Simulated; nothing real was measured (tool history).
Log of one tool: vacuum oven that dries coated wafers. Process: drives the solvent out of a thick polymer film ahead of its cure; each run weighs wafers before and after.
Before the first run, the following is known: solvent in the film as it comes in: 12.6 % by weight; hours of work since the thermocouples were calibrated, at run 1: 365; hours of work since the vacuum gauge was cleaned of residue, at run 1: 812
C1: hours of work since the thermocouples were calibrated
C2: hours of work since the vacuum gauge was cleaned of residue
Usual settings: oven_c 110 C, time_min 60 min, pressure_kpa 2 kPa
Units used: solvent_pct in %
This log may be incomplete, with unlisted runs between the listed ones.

{"run": 1, "hour": 0.0, "oven_c": 110, "time_min": 60, "pressure_kpa": 2, "C1": 365, "C2": 812, "solvent_pct": 4.5}
{"run": 2, "hour": 57.1, "oven_c": 110, "time_min": 60, "pressure_kpa": 2, "C1": 398, "C2": 844, "solvent_pct": 4.59}
{"run": 3, "hour": 92.5, "oven_c": 110, "time_min": 70, "pressure_kpa": 2, "C1": 418, "C2": 865, "solvent_pct": 4.41}
{"run": 4, "hour": 142.6, "oven_c": 110, "time_min": 70, "pressure_kpa": 2, "C1": 447, "C2": 894, "solvent_pct": 4.59}
{"run": 5, "hour": 171.6, "oven_c": 110, "time_min": 70, "pressure_kpa": 2, "C1": 464, "C2": 911, "solvent_pct": 4.41}
{"run": 6, "hour": 224.2, "oven_c": 110, "time_min": 70, "pressure_kpa": 2, "C1": 494, "C2": 941, "solvent_pct": 4.53}
{"run": 7, "hour": 255.0, "oven_c": 110, "time_min": 70, "pressure_kpa": 2, "C1": 512, "C2": 959, "solvent_pct": 4.51}
{"run": 8, "hour": 297.0, "oven_c": 110, "time_min": 60, "pressure_kpa": 2, "C1": 536, "C2": 983, "solvent_pct": 4.77}
{"run": 9, "hour": 342.4, "oven_c": 110, "time_min": 60, "pressure_kpa": 2, "C1": 562, "C2": 1009, "solvent_pct": 4.67}
{"run": 10, "hour": 379.6, "oven_c": 110, "time_min": 60, "pressure_kpa": 2, "C1": 584, "C2": 1031, "solvent_pct": 4.76}
{"run": 11, "hour": 430.1, "oven_c": 110, "time_min": 60, "pressure_kpa": 2, "C1": 613, "C2": 1060, "solvent_pct": 4.89}
{"run": 12, "hour": 475.6, "oven_c": 110, "time_min": 60, "pressure_kpa": 1.57, "C1": 639, "C2": 1086, "solvent_pct": 4.28}
{"run": 13, "hour": 528.6, "oven_c": 110, "time_min": 60, "pressure_kpa": 1.57, "C1": 670, "C2": 1117, "solvent_pct": 4.12}
{"run": 14, "hour": 563.2, "oven_c": 110, "time_min": 60, "pressure_kpa": 2, "C1": 690, "C2": 1137, "solvent_pct": 4.94}
{"run": 15, "hour": 624.4, "oven_c": 110, "time_min": 60, "pressure_kpa": 2, "C1": 725, "C2": 1172, "solvent_pct": 5.14}
{"run": 16, "hour": 686.7, "oven_c": 110, "time_min": 60, "pressure_kpa": 2, "C1": 761, "C2": 1208, "solvent_pct": 4.9}
{"run": 17, "hour": 724.3, "oven_c": 110, "time_min": 60, "pressure_kpa": 2, "C1": 783, "C2": 1230, "solvent_pct": 5.15}
{"run": 18, "hour": 761.7, "oven_c": 111, "time_min": 60, "pressure_kpa": 2, "C1": 805, "C2": 1251, "solvent_pct": 4.84}
{"run": 19, "hour": 820.1, "oven_c": 111, "time_min": 60, "pressure_kpa": 2, "C1": 838, "C2": 1285, "solvent_pct": 4.84}
{"hour": 827.5, "done": "vacuum gauge cleaned of residue and calibrated"}
{"run": 20, "hour": 867.8, "oven_c": 111, "time_min": 60, "pressure_kpa": 2, "C1": 865, "C2": 23, "solvent_pct": 5.64}
{"run": 21, "hour": 913.2, "oven_c": 111, "time_min": 60, "pressure_kpa": 2, "C1": 891, "C2": 49, "solvent_pct": 5.74}
{"run": 22, "hour": 970.5, "oven_c": 111, "time_min": 60, "pressure_kpa": 1.07, "C1": 924, "C2": 83, "solvent_pct": 4.1}
{"hour": 1023.2, "done": "vacuum gauge cleaned of residue and calibrated, once more"}
{"run": 23, "hour": 1031.5, "oven_c": 103, "time_min": 60, "pressure_kpa": 2, "C1": 959, "C2": 5, "solvent_pct": 5.48}
{"run": 24, "hour": 1064.7, "oven_c": 103, "time_min": 60, "pressure_kpa": 2, "C1": 978, "C2": 24, "solvent_pct": 5.47}
{"run": 25, "hour": 1097.8, "oven_c": 110, "time_min": 65, "pressure_kpa": 4.74, "C1": 997, "C2": 43, "solvent_pct": 9.1}
{"run": 26, "hour": 1147.1, "oven_c": 110, "time_min": 65, "pressure_kpa": 4.74, "C1": 1026, "C2": 72, "solvent_pct": 9.26}
{"run": 27, "hour": 1190.7, "oven_c": 107, "time_min": 76, "pressure_kpa": 2.05, "C1": 1051, "C2": 97, "solvent_pct": 4.68}
{"run": 28, "hour": 1253.2, "oven_c": 111, "time_min": 93, "pressure_kpa": 6.94, "C1": 1087, "C2": 133, "solvent_pct": 12.65}
{"run": 29, "hour": 1291.9, "oven_c": 95, "time_min": 83, "pressure_kpa": 1.48, "C1": 1109, "C2": 155, "solvent_pct": 5.68}
{"run": 30, "hour": 1344.6, "oven_c": 95, "time_min": 83, "pressure_kpa": 1.48, "C1": 1140, "C2": 186, "solvent_pct": 5.58}
{"run": 31, "hour": 1410.2, "oven_c": 121, "time_min": 50, "pressure_kpa": 1.48, "C1": 1178, "C2": 224, "solvent_pct": 2.31}
{"run": 32, "hour": 1447.8, "oven_c": 121, "time_min": 56, "pressure_kpa": 2.07, "C1": 1199, "C2": 245, "solvent_pct": 3}
{"run": 33, "hour": 1489.8, "oven_c": 95, "time_min": 60, "pressure_kpa": 6.52, "C1": 1224, "C2": 270, "solvent_pct": 12.61}
{"hour": 1495.2, "done": "oven's thermocouples calibrated"}
{"run": 34, "hour": 1538.4, "oven_c": 121, "time_min": 47, "pressure_kpa": 5.48, "C1": 25, "C2": 296, "solvent_pct": 6.96}
{"run": 35, "hour": 1604.1, "oven_c": 110, "time_min": 43, "pressure_kpa": 5.57, "C1": 63, "C2": 334, "solvent_pct": 10.12}
{"run": 36, "hour": 1644.8, "oven_c": 118, "time_min": 60, "pressure_kpa": 2.52, "C1": 86, "C2": 358, "solvent_pct": 3.76}
{"run": 37, "hour": 1689.7, "oven_c": 120, "time_min": 72, "pressure_kpa": 6.72, "C1": 112, "C2": 384, "solvent_pct": 8.59}
{"run": 38, "hour": 1744.0, "oven_c": 109, "time_min": 35, "pressure_kpa": 1.11, "C1": 144, "C2": 415, "solvent_pct": 3.67}
{"run": 39, "hour": 1787.2, "oven_c": 114, "time_min": 66, "pressure_kpa": 7.06, "C1": 169, "C2": 440, "solvent_pct": 11}
{"run": 40, "hour": 1842.5, "oven_c": 104, "time_min": 99, "pressure_kpa": 1.94, "C1": 201, "C2": 472, "solvent_pct": 4.61}
{"run": 41, "hour": 1872.8, "oven_c": 113, "time_min": 60, "pressure_kpa": 1.01, "C1": 218, "C2": 490, "solvent_pct": 2.22}
{"run": 42, "hour": 1909.8, "oven_c": 113, "time_min": 60, "pressure_kpa": 1.01, "C1": 239, "C2": 511, "solvent_pct": 2.19}
{"run": 43, "hour": 1946.7, "oven_c": 112, "time_min": 37, "pressure_kpa": 4.37, "C1": 261, "C2": 532, "solvent_pct": 7.91}
{"run": 44, "hour": 1982.6, "oven_c": 112, "time_min": 37, "pressure_kpa": 4.37, "C1": 282, "C2": 553, "solvent_pct": 8.21}
{"run": 45, "hour": 2033.8, "oven_c": 110, "time_min": 47, "pressure_kpa": 5.65, "C1": 311, "C2": 583, "solvent_pct": 10.61}
{"run": 46, "hour": 2070.0, "oven_c": 123, "time_min": 32, "pressure_kpa": 2, "C1": 332, "C2": 603, "solvent_pct": 3.27}
{"run": 47, "hour": 2096.7, "oven_c": 123, "time_min": 88, "pressure_kpa": 2, "C1": 347, "C2": 619, "solvent_pct": 2.59}

Each row is a separate what-if for the run after 47, all from the same tool condition, not one after another. Results?
{"run": "A", "hour": 2144.7, "oven_c": 112, "time_min": 78, "pressure_kpa": 1.4, "C1": 375, "C2": 647, "solvent_pct": "?"}
{"run": "B", "hour": 2144.7, "oven_c": 110, "time_min": 103, "pressure_kpa": 1.1, "C1": 375, "C2": 647, "solvent_pct": "?"}
{"run": "C", "hour": 2144.7, "oven_c": 119, "time_min": 63, "pressure_kpa": 2.92, "C1": 375, "C2": 647, "solvent_pct": "?"}
{"run": "D", "hour": 2144.7, "oven_c": 123, "time_min": 88, "pressure_kpa": 4.76, "C1": 375, "C2": 647, "solvent_pct": "?"}

run=A solvent_pct=2.9
run=B solvent_pct=2.55
run=C solvent_pct=4.3
run=D solvent_pct=5.9
Had the tool no hidden state, the same runs would have come out as:
run=A solvent_pct=2.34
run=B solvent_pct=1.94
run=C solvent_pct=3.83
run=D solvent_pct=5.46

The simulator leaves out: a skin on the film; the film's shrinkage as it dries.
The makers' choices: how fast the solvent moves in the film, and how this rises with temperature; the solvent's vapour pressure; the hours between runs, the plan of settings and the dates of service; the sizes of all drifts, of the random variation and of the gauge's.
